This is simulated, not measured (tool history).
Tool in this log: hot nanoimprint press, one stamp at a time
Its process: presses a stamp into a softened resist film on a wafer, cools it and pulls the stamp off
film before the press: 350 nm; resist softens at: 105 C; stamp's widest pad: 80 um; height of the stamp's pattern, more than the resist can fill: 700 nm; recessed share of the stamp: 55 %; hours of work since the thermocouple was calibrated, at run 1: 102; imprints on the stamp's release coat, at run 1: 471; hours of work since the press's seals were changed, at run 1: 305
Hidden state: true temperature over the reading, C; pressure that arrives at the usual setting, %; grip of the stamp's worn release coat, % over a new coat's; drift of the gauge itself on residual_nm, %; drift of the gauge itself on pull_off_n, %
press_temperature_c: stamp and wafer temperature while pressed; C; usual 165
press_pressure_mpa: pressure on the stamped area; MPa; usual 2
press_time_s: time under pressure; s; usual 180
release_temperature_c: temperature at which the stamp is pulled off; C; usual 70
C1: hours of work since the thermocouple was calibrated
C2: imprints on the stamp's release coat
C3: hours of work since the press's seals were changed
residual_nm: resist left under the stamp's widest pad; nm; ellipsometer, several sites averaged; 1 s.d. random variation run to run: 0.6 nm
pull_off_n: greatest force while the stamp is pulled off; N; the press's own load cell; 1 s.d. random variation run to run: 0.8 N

{"run": 1, "day": 0.0, "press_temperature_c": 165, "press_pressure_mpa": 2, "press_time_s": 180, "release_temperature_c": 70, "C1": 102, "C2": 471, "C3": 305, "residual_nm": 140, "pull_off_n": 100.4}
{"run": 2, "day": 0.792, "press_temperature_c": 165, "press_pressure_mpa": 2, "press_time_s": 180, "release_temperature_c": 70, "C1": 111, "C2": 525, "C3": 314, "residual_nm": 138.6, "pull_off_n": 101.1}
{"run": 3, "day": 1.329, "press_temperature_c": 165, "press_pressure_mpa": 2, "press_time_s": 180, "release_temperature_c": 70, "C1": 117, "C2": 561, "C3": 320, "residual_nm": 141, "pull_off_n": 100.6}
{"run": 4, "day": 1.775, "press_temperature_c": 165, "press_pressure_mpa": 2, "press_time_s": 180, "release_temperature_c": 70, "C1": 122, "C2": 592, "C3": 325, "residual_nm": 138.9, "pull_off_n": 100.8}
{"run": 5, "day": 2.579, "press_temperature_c": 165, "press_pressure_mpa": 2, "press_time_s": 180, "release_temperature_c": 70, "C1": 130, "C2": 647, "C3": 334, "residual_nm": 139.1, "pull_off_n": 103}
{"day": 3.388, "done": "stamp cleaned and given a new release coat"}
{"run": 6, "day": 3.683, "press_temperature_c": 165, "press_pressure_mpa": 2, "press_time_s": 180, "release_temperature_c": 70, "C1": 140, "C2": 20, "C3": 343, "residual_nm": 138.8, "pull_off_n": 94.8}
{"run": 7, "day": 4.354, "press_temperature_c": 165, "press_pressure_mpa": 2, "press_time_s": 180, "release_temperature_c": 70, "C1": 147, "C2": 66, "C3": 350, "residual_nm": 139.1, "pull_off_n": 95.5}
{"run": 8, "day": 4.779, "press_temperature_c": 165, "press_pressure_mpa": 2, "press_time_s": 180, "release_temperature_c": 70, "C1": 152, "C2": 95, "C3": 355, "residual_nm": 139, "pull_off_n": 96.5}
{"run": 9, "day": 5.688, "press_temperature_c": 165, "press_pressure_mpa": 2, "press_time_s": 180, "release_temperature_c": 70, "C1": 162, "C2": 157, "C3": 365, "residual_nm": 137.6, "pull_off_n": 96}
{"run": 10, "day": 6.329, "press_temperature_c": 165, "press_pressure_mpa": 2, "press_time_s": 180, "release_temperature_c": 70, "C1": 169, "C2": 201, "C3": 372, "residual_nm": 137.5, "pull_off_n": 98.2}
{"run": 11, "day": 7.254, "press_temperature_c": 165, "press_pressure_mpa": 2, "press_time_s": 180, "release_temperature_c": 70, "C1": 179, "C2": 264, "C3": 383, "residual_nm": 138.1, "pull_off_n": 97.3}
{"run": 12, "day": 8.012, "press_temperature_c": 165, "press_pressure_mpa": 2.35, "press_time_s": 180, "release_temperature_c": 70, "C1": 188, "C2": 316, "C3": 391, "residual_nm": 127.1, "pull_off_n": 98}
{"run": 13, "day": 8.746, "press_temperature_c": 165, "press_pressure_mpa": 2, "press_time_s": 180, "release_temperature_c": 59, "C1": 196, "C2": 366, "C3": 399, "residual_nm": 137, "pull_off_n": 110.5}
{"run": 14, "day": 9.721, "press_temperature_c": 165, "press_pressure_mpa": 2, "press_time_s": 180, "release_temperature_c": 74, "C1": 207, "C2": 432, "C3": 410, "residual_nm": 138.2, "pull_off_n": 96.4}
{"run": 15, "day": 10.504, "press_temperature_c": 165, "press_pressure_mpa": 2, "press_time_s": 180, "release_temperature_c": 73, "C1": 215, "C2": 486, "C3": 418, "residual_nm": 137.2, "pull_off_n": 95.1}
{"day": 10.721, "done": "plate thermocouple calibrated"}
{"run": 16, "day": 11.588, "press_temperature_c": 160, "press_pressure_mpa": 1.91, "press_time_s": 180, "release_temperature_c": 70, "C1": 10, "C2": 551, "C3": 429, "residual_nm": 170.6, "pull_off_n": 100.1}
{"run": 17, "day": 12.546, "press_temperature_c": 165, "press_pressure_mpa": 2, "press_time_s": 180, "release_temperature_c": 68, "C1": 20, "C2": 617, "C3": 440, "residual_nm": 134.7, "pull_off_n": 103}
{"run": 18, "day": 13.412, "press_temperature_c": 165, "press_pressure_mpa": 2, "press_time_s": 254, "release_temperature_c": 68, "C1": 30, "C2": 676, "C3": 449, "residual_nm": 118, "pull_off_n": 104.9}
{"day": 13.804, "done": "stamp cleaned and given a new release coat"}
{"run": 19, "day": 14.608, "press_temperature_c": 165, "press_pressure_mpa": 2, "press_time_s": 254, "release_temperature_c": 68, "C1": 40, "C2": 55, "C3": 460, "residual_nm": 118, "pull_off_n": 97.5}
{"day": 14.821, "done": "plate thermocouple calibrated, once more"}
{"run": 20, "day": 15.483, "press_temperature_c": 162, "press_pressure_mpa": 3.18, "press_time_s": 180, "release_temperature_c": 65, "C1": 7, "C2": 106, "C3": 468, "residual_nm": 127.8, "pull_off_n": 101}
{"run": 21, "day": 16.362, "press_temperature_c": 158, "press_pressure_mpa": 3.18, "press_time_s": 180, "release_temperature_c": 68, "C1": 17, "C2": 166, "C3": 478, "residual_nm": 154.4, "pull_off_n": 99}
{"run": 22, "day": 16.804, "press_temperature_c": 154, "press_pressure_mpa": 3.18, "press_time_s": 166, "release_temperature_c": 68, "C1": 22, "C2": 196, "C3": 483, "residual_nm": 190.2, "pull_off_n": 98.6}
{"run": 23, "day": 17.346, "press_temperature_c": 154, "press_pressure_mpa": 3.18, "press_time_s": 166, "release_temperature_c": 68, "C1": 28, "C2": 233, "C3": 489, "residual_nm": 189.1, "pull_off_n": 101.8}
{"run": 24, "day": 18.088, "press_temperature_c": 172, "press_pressure_mpa": 2, "press_time_s": 203, "release_temperature_c": 59, "C1": 36, "C2": 283, "C3": 497, "residual_nm": 99.6, "pull_off_n": 109.3}
{"run": 25, "day": 19.079, "press_temperature_c": 161, "press_pressure_mpa": 2, "press_time_s": 315, "release_temperature_c": 74, "C1": 47, "C2": 351, "C3": 508, "residual_nm": 136.6, "pull_off_n": 93.1}
{"run": 26, "day": 19.95, "press_temperature_c": 165, "press_pressure_mpa": 2.31, "press_time_s": 239, "release_temperature_c": 57, "C1": 57, "C2": 411, "C3": 517, "residual_nm": 116.4, "pull_off_n": 113.9}
{"run": 27, "day": 20.879, "press_temperature_c": 165, "press_pressure_mpa": 2.31, "press_time_s": 239, "release_temperature_c": 57, "C1": 67, "C2": 474, "C3": 528, "residual_nm": 117.1, "pull_off_n": 115.2}

Alternative continuations, all from the tool just after run 27; predict every row:
{"run": "A", "day": 21.558, "press_temperature_c": 165, "press_pressure_mpa": 2, "press_time_s": 180, "release_temperature_c": 73, "C1": 75, "C2": 521, "C3": 535, "residual_nm": "?", "pull_off_n": "?"}
{"run": "B", "day": 21.558, "press_temperature_c": 165, "press_pressure_mpa": 3.2, "press_time_s": 322, "release_temperature_c": 75, "C1": 75, "C2": 521, "C3": 535, "residual_nm": "?", "pull_off_n": "?"}
{"run": "C", "day": 21.558, "press_temperature_c": 168, "press_pressure_mpa": 2.46, "press_time_s": 239, "release_temperature_c": 69, "C1": 75, "C2": 521, "C3": 535, "residual_nm": "?", "pull_off_n": "?"}
{"run": "D", "day": 21.558, "press_temperature_c": 158, "press_pressure_mpa": 1.48, "press_time_s": 269, "release_temperature_c": 70, "C1": 75, "C2": 521, "C3": 535, "residual_nm": "?", "pull_off_n": "?"}

run=A residual_nm=139.8 pull_off_n=97.4
run=B residual_nm=87.3 pull_off_n=95.3
run=C residual_nm=98.7 pull_off_n=102.3
run=D residual_nm=190.9 pull_off_n=100.8
Without the tool's unlogged condition, the same runs would have read:
run=A residual_nm=140.3 pull_off_n=91.9
run=B residual_nm=87 pull_off_n=89.9
run=C residual_nm=98.7 pull_off_n=96.5
run=D residual_nm=192.2 pull_off_n=95.2

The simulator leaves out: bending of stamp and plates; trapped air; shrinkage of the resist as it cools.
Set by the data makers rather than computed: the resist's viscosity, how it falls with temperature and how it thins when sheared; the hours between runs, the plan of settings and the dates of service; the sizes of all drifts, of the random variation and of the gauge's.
